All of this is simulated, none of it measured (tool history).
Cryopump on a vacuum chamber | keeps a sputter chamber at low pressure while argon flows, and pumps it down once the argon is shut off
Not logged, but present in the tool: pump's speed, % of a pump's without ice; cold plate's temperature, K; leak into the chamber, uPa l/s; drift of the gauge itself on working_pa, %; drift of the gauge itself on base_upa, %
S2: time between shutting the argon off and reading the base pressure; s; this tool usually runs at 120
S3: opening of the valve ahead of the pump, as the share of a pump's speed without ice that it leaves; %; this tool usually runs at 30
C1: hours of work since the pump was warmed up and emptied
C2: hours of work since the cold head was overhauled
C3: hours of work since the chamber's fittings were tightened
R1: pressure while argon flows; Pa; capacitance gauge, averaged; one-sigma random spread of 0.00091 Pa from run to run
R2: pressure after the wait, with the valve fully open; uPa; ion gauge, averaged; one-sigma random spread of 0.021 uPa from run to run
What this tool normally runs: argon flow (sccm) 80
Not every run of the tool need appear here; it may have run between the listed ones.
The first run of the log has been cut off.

{"run": 2, "hour": 58.6, "argon flow (sccm)": 80, "S2": 120, "S3": 30, "C1": 291, "C2": 1717, "C3": 1413, "R1": 0.1988, "R2": 0.97}
{"run": 3, "hour": 175.4, "argon flow (sccm)": 80, "S2": 86, "S3": 30, "C1": 367, "C2": 1792, "C3": 1488, "R1": 0.2026, "R2": 1.05}
{"run": 4, "hour": 233.0, "argon flow (sccm)": 80, "S2": 86, "S3": 30, "C1": 404, "C2": 1829, "C3": 1525, "R1": 0.2019, "R2": 1.13}
{"run": 5, "hour": 283.5, "argon flow (sccm)": 80, "S2": 115, "S3": 30, "C1": 436, "C2": 1861, "C3": 1558, "R1": 0.205, "R2": 1.07}
{"run": 6, "hour": 333.6, "argon flow (sccm)": 122, "S2": 120, "S3": 30, "C1": 468, "C2": 1894, "C3": 1590, "R1": 0.313, "R2": 1.04}
{"run": 7, "hour": 424.5, "argon flow (sccm)": 122, "S2": 120, "S3": 30, "C1": 527, "C2": 1952, "C3": 1648, "R1": 0.3169, "R2": 1.11}
{"run": 8, "hour": 490.0, "argon flow (sccm)": 122, "S2": 120, "S3": 30, "C1": 569, "C2": 1994, "C3": 1690, "R1": 0.3203, "R2": 1.18}
{"hour": 570.5, "done": "pump warmed up, emptied and cooled again"}
{"run": 9, "hour": 590.3, "argon flow (sccm)": 122, "S2": 120, "S3": 30, "C1": 13, "C2": 2056, "C3": 1752, "R1": 0.2952, "R2": 0.95}
{"hour": 672.1, "done": "leaking fittings of the chamber tightened, without venting"}
{"run": 10, "hour": 697.3, "argon flow (sccm)": 80, "S2": 120, "S3": 30, "C1": 80, "C2": 2123, "C3": 16, "R1": 0.1949, "R2": 0.45}
{"run": 11, "hour": 746.4, "argon flow (sccm)": 80, "S2": 120, "S3": 16, "C1": 112, "C2": 2155, "C3": 48, "R1": 0.3629, "R2": 0.4}
{"run": 12, "hour": 800.1, "argon flow (sccm)": 80, "S2": 120, "S3": 16, "C1": 146, "C2": 2189, "C3": 82, "R1": 0.3645, "R2": 0.42}
{"run": 13, "hour": 877.5, "argon flow (sccm)": 80, "S2": 120, "S3": 30, "C1": 196, "C2": 2239, "C3": 132, "R1": 0.1978, "R2": 0.49}
{"run": 14, "hour": 946.1, "argon flow (sccm)": 80, "S2": 120, "S3": 30, "C1": 240, "C2": 2283, "C3": 176, "R1": 0.1998, "R2": 0.52}
{"run": 15, "hour": 1051.3, "argon flow (sccm)": 80, "S2": 120, "S3": 30, "C1": 308, "C2": 2351, "C3": 244, "R1": 0.1995, "R2": 0.52}
{"run": 16, "hour": 1114.1, "argon flow (sccm)": 80, "S2": 120, "S3": 30, "C1": 349, "C2": 2391, "C3": 284, "R1": 0.2011, "R2": 0.54}
{"run": 17, "hour": 1223.0, "argon flow (sccm)": 80, "S2": 120, "S3": 30, "C1": 419, "C2": 2461, "C3": 355, "R1": 0.2034, "R2": 0.57}
{"run": 18, "hour": 1317.3, "argon flow (sccm)": 89, "S2": 180, "S3": 43, "C1": 479, "C2": 2522, "C3": 415, "R1": 0.1659, "R2": 0.5}
{"run": 19, "hour": 1404.8, "argon flow (sccm)": 89, "S2": 180, "S3": 43, "C1": 536, "C2": 2578, "C3": 471, "R1": 0.1683, "R2": 0.51}
{"run": 20, "hour": 1457.9, "argon flow (sccm)": 89, "S2": 180, "S3": 43, "C1": 570, "C2": 2613, "C3": 506, "R1": 0.1679, "R2": 0.55}
{"run": 21, "hour": 1529.9, "argon flow (sccm)": 123, "S2": 25, "S3": 44, "C1": 616, "C2": 2659, "C3": 552, "R1": 0.2338, "R2": 1.5}
{"hour": 1540.5, "done": "pump warmed up, emptied and cooled again"}
{"run": 22, "hour": 1591.9, "argon flow (sccm)": 76, "S2": 25, "S3": 42, "C1": 33, "C2": 2696, "C3": 589, "R1": 0.1314, "R2": 1.47}
{"run": 23, "hour": 1642.3, "argon flow (sccm)": 76, "S2": 25, "S3": 42, "C1": 66, "C2": 2728, "C3": 621, "R1": 0.1328, "R2": 1.47}
{"run": 24, "hour": 1699.1, "argon flow (sccm)": 65, "S2": 277, "S3": 30, "C1": 102, "C2": 2765, "C3": 658, "R1": 0.1588, "R2": 0.48}

For run 25, what comes out?
{"run": 25, "hour": 1781.9, "argon flow (sccm)": 65, "S2": 277, "S3": 30, "C1": 155, "C2": 2818, "C3": 711, "R1": "?", "R2": "?"}

R1: 0.16 Pa
R2: 0.5 uPa
Had the tool carried no hidden state, the very same run would have given R1 0.1555 Pa, R2 0.22 uPa.

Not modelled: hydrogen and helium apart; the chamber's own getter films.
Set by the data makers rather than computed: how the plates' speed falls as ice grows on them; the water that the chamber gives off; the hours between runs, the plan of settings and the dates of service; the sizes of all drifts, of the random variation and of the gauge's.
